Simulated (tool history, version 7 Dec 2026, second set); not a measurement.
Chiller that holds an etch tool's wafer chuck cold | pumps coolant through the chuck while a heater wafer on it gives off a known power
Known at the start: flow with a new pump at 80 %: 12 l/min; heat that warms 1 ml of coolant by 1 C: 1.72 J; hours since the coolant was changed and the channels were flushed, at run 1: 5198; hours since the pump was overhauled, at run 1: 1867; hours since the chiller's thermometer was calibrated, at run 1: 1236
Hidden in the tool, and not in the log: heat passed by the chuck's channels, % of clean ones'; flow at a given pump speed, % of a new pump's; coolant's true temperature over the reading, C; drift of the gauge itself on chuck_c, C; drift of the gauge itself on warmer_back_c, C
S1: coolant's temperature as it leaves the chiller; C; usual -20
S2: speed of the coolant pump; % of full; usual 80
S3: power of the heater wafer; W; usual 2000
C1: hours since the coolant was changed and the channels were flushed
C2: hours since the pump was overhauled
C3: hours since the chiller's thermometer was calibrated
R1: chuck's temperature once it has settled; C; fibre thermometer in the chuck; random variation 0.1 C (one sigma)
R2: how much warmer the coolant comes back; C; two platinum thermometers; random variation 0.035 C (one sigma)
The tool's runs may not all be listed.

Run 1, hour 0: usual settings; C1 5198; C2 1867; C3 1236. Result: R1 6.3 C, R2 5.9 C.
Run 2, hour 95.1: usual settings; C1 5293; C2 1962; C3 1331. Result: R1 6.4 C, R2 5.93 C.
Run 3, hour 186.7: usual settings; C1 5384; C2 2054; C3 1423. Result: R1 6.6 C, R2 5.94 C.
Run 4, hour 274.5: usual settings; C1 5472; C2 2142; C3 1511. Result: R1 6.3 C, R2 6.04 C.
Run 5, hour 396.1: usual settings; C1 5594; C2 2263; C3 1632. Result: R1 6.4 C, R2 5.92 C.
Run 6, hour 505.9: usual settings; C1 5704; C2 2373; C3 1742. Result: R1 6.5 C, R2 5.96 C.
Run 7, hour 610.1: usual settings; C1 5808; C2 2477; C3 1846. Result: R1 6.6 C, R2 6 C.
Run 8, hour 751.1: usual settings; C1 5949; C2 2618; C3 1987. Result: R1 6.7 C, R2 5.97 C.
Run 9, hour 899.6: usual settings; C1 6097; C2 2767; C3 2136. Result: R1 6.8 C, R2 6.01 C.
Run 10, hour 1034.1: usual settings; C1 6232; C2 2901; C3 2270. Result: R1 6.8 C, R2 5.97 C.
Run 11, hour 1171.4: usual settings; C1 6369; C2 3038; C3 2407. Result: R1 6.9 C, R2 6.03 C.
Run 12, hour 1328.3: usual settings but S3 1052 W; C1 6526; C2 3195; C3 2564. Result: R1 -5.7 C, R2 3.24 C.
Run 13, hour 1459.6: usual settings but S3 2198 W; C1 6657; C2 3327; C3 2696. Result: R1 9.8 C, R2 6.67 C.
Run 14, hour 1548.4: usual settings but S3 2198 W; C1 6746; C2 3415; C3 2784. Result: R1 9.7 C, R2 6.65 C.
Run 15, hour 1713.2: usual settings but S3 2198 W; C1 6911; C2 3580; C3 2949. Result: R1 10 C, R2 6.69 C.
Run 16, hour 1836.4: usual settings but S3 2198 W; C1 7034; C2 3703; C3 3072. Result: R1 10.2 C, R2 6.66 C.
Run 17, hour 1969: usual settings but S3 2198 W; C1 7167; C2 3836; C3 3205. Result: R1 10.1 C, R2 6.68 C.
Run 18, hour 2125: usual settings but S1 -12 C, S2 97 % of full, S3 1156 W; C1 7323; C2 3992; C3 3361. Result: R1 2.6 C, R2 2.85 C.
Run 19, hour 2248.9: usual settings but S1 -12 C, S2 97 % of full, S3 1156 W; C1 7447; C2 4116; C3 3485. Result: R1 2.7 C, R2 2.9 C.
Run 20, hour 2412.9: usual settings but S1 -12 C, S2 97 % of full, S3 1156 W; C1 7611; C2 4280; C3 3649. Result: R1 2.6 C, R2 2.87 C.
Run 21, hour 2522.9: usual settings but S1 -24 C, S2 70 % of full, S3 2909 W; C1 7721; C2 4390; C3 3759. Result: R1 19.6 C, R2 10.19 C.
Run 22, hour 2593.9: usual settings but S1 -19 C; C1 7791; C2 4461; C3 3830. Result: R1 8.9 C, R2 6.11 C.
At hour 2608.9: chiller's thermometer calibrated.
Run 23, hour 2685.4: usual settings but S1 -19 C; C1 7882; C2 4551; C3 76. Result: R1 8.8 C, R2 6.14 C.
Run 24, hour 2822.1: usual settings but S1 -19 C; C1 8019; C2 4688; C3 213. Result: R1 9.1 C, R2 6.22 C.
At hour 2927.7: coolant changed, channels flushed.
Run 25, hour 2952.4: usual settings but S1 -19 C; C1 25; C2 4812; C3 337. Result: R1 6.3 C, R2 6.14 C.
Run 26, hour 3068.8: usual settings but S1 -13 C, S2 74 % of full; C1 141; C2 4929; C3 454. Result: R1 13.3 C, R2 6.64 C.
Run 27, hour 3182.4: usual settings but S1 -13 C, S2 74 % of full; C1 255; C2 5042; C3 567. Result: R1 13.4 C, R2 6.61 C.
Run 28, hour 3339.4: usual settings but S1 -13 C, S2 69 % of full, S3 2995 W; C1 412; C2 5199; C3 724. Result: R1 28.2 C, R2 10.76 C.
At hour 3399.4: chiller's thermometer calibrated, once more.
Run 29, hour 3448.5: usual settings but S1 -24 C, S2 69 % of full, S3 2865 W; C1 520; C2 5308; C3 49. Result: R1 14.7 C, R2 10.25 C.
Run 30, hour 3576.8: usual settings but S1 -27 C, S2 90 % of full, S3 2286 W; C1 648; C2 5436; C3 177. Result: R1 -0.3 C, R2 6.25 C.
Run 31, hour 3645.4: usual settings but S2 70 % of full; C1 717; C2 5504; C3 246. Result: R1 7 C, R2 7.06 C.
Run 32, hour 3809.1: usual settings but S1 -10 C, S2 70 % of full, S3 2419 W; C1 880; C2 5668; C3 410. Result: R1 22.7 C, R2 8.64 C.
Run 33, hour 3938.9: usual settings but S1 -29 C, S2 73 % of full, S3 2127 W; C1 1010; C2 5798; C3 539. Result: R1 -0.9 C, R2 7.21 C.

Forecast each of these 3 alternatives for the next run:
Run A, hour 4076.6: usual settings but S1 -15 C, S2 73 % of full, S3 1003 W; C1 1148; C2 5936; C3 677. Result: R1 ?, R2 ?.
Run B, hour 4076.6: usual settings but S1 -28 C, S2 69 % of full, S3 1946 W; C1 1148; C2 5936; C3 677. Result: R1 ?, R2 ?.
Run C, hour 4076.6: usual settings but S1 -13 C, S2 71 % of full, S3 2355 W; C1 1148; C2 5936; C3 677. Result: R1 ?, R2 ?.

run    R1    R2
  A  -1.5  3.48
  B  -1.3   7.1
  C  18.8  8.27
Without the tool's hidden state the same runs would have given:
run    R1    R2
  A  -2.2  3.28
  B  -2.7  6.69
  C  17.1  7.78
